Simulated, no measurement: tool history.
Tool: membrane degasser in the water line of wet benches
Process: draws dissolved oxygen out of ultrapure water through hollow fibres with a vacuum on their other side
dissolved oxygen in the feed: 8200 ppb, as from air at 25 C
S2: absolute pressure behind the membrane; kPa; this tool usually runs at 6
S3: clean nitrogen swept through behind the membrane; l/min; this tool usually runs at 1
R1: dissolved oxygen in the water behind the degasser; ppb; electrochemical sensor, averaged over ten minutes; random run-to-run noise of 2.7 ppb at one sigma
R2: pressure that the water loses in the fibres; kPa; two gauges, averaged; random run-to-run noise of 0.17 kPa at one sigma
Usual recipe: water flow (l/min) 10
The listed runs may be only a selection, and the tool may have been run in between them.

Run 1, hour 0: usual settings. Result: R1 269 ppb, R2 27.7 kPa.
Run 2, hour 89.1: usual settings. Result: R1 265.5 ppb, R2 27.68 kPa.
Run 3, hour 236.3: usual settings. Result: R1 262.5 ppb, R2 27.62 kPa.
Run 4, hour 333.2: usual settings. Result: R1 268.9 ppb, R2 27.46 kPa.
Run 5, hour 461.1: usual settings. Result: R1 265.5 ppb, R2 27.87 kPa.
Run 6, hour 641.1: usual settings. Result: R1 264 ppb, R2 27.57 kPa.
Run 7, hour 830.6: usual settings. Result: R1 266.5 ppb, R2 27.41 kPa.
Run 8, hour 947.6: usual settings. Result: R1 265.1 ppb, R2 27.52 kPa.
Run 9, hour 1115.6: usual settings. Result: R1 267.1 ppb, R2 27.49 kPa.
Run 10, hour 1231.6: usual settings. Result: R1 264.3 ppb, R2 27.54 kPa.
Run 11, hour 1388.9: usual settings. Result: R1 260.1 ppb, R2 27.36 kPa.
Run 12, hour 1512.6: usual settings. Result: R1 262.8 ppb, R2 27.52 kPa.
Run 13, hour 1632.1: usual settings. Result: R1 270.2 ppb, R2 27.59 kPa.
Run 14, hour 1782.2: usual settings. Result: R1 265.4 ppb, R2 27.87 kPa.
Run 15, hour 1879: usual settings. Result: R1 265 ppb, R2 27.61 kPa.
Run 16, hour 1959.7: usual settings but S2 3.63 kPa. Result: R1 214.7 ppb, R2 27.41 kPa.
At hour 2026.1: vacuum gauge calibrated.
Run 17, hour 2112.5: usual settings but water flow (l/min) 7, S2 10.32 kPa, S3 1.5 l/min. Result: R1 214.7 ppb, R2 19.16 kPa.
Run 18, hour 2263.7: usual settings but water flow (l/min) 7, S2 8.14 kPa, S3 0.42 l/min. Result: R1 312.6 ppb, R2 19.53 kPa.
Run 19, hour 2446.6: usual settings but water flow (l/min) 7, S2 8.14 kPa, S3 0.42 l/min. Result: R1 313.2 ppb, R2 19.03 kPa.
Run 20, hour 2592.8: usual settings but water flow (l/min) 11, S2 10.83 kPa, S3 1.04 l/min. Result: R1 404.4 ppb, R2 30.33 kPa.
Run 21, hour 2767.5: usual settings but water flow (l/min) 11, S2 4.56 kPa, S3 0.51 l/min. Result: R1 287.8 ppb, R2 30.23 kPa.
Run 22, hour 2888.4: usual settings but S2 7.72 kPa, S3 0.51 l/min. Result: R1 399.5 ppb, R2 27.55 kPa.
Run 23, hour 3075.4: usual settings but S2 7.72 kPa, S3 0.51 l/min. Result: R1 384.7 ppb, R2 27.44 kPa.
Run 24, hour 3234.7: usual settings but S2 7.72 kPa, S3 0.51 l/min. Result: R1 388 ppb, R2 27.47 kPa.
Run 25, hour 3392.4: usual settings but water flow (l/min) 16, S2 10.01 kPa, S3 1.77 l/min. Result: R1 460.5 ppb, R2 43.92 kPa.
Run 26, hour 3546.6: usual settings but water flow (l/min) 16, S2 10.01 kPa, S3 1.77 l/min. Result: R1 470.4 ppb, R2 44.01 kPa.
Run 27, hour 3699: usual settings but water flow (l/min) 16, S2 10.01 kPa, S3 1.77 l/min. Result: R1 463.2 ppb, R2 43.96 kPa.
Run 28, hour 3814.4: usual settings but water flow (l/min) 12, S2 4.35 kPa. Result: R1 279.5 ppb, R2 33.19 kPa.
Run 29, hour 3942.4: usual settings but water flow (l/min) 6, S3 2.87 l/min. Result: R1 125 ppb, R2 16.56 kPa.
Run 30, hour 4073: usual settings but water flow (l/min) 14, S2 4.85 kPa, S3 0.49 l/min. Result: R1 382.9 ppb, R2 38.69 kPa.
Run 31, hour 4234.4: usual settings but water flow (l/min) 8, S3 1.03 l/min. Result: R1 204.4 ppb, R2 21.64 kPa.

Below are 5 alternative next runs, each starting from the tool's condition after run 31. Predict each:
Run A, hour 4322.2: usual settings but S2 3.61 kPa, S3 0.62 l/min. Result: R1 ?, R2 ?.
Run B, hour 4322.2: usual settings but water flow (l/min) 13, S2 7.95 kPa, S3 1.71 l/min. Result: R1 ?, R2 ?.
Run C, hour 4322.2: usual settings but water flow (l/min) 9. Result: R1 ?, R2 ?.
Run D, hour 4322.2: usual settings but S3 1.52 l/min. Result: R1 ?, R2 ?.
Run E, hour 4322.2: usual settings but water flow (l/min) 6, S2 10.09 kPa, S3 0.64 l/min. Result: R1 ?, R2 ?.

run     R1     R2
  A  220.7  27.58
  B  346.9  35.67
  C    234  24.87
  D  249.2  27.33
  E  261.6  16.57
With the hidden condition removed and each run's random variation left untouched, the same runs would have given:
run     R1     R2
  A  220.2  27.56
  B  346.4  35.65
  C  233.6  24.86
  D  248.8  27.32
  E  261.2  16.56
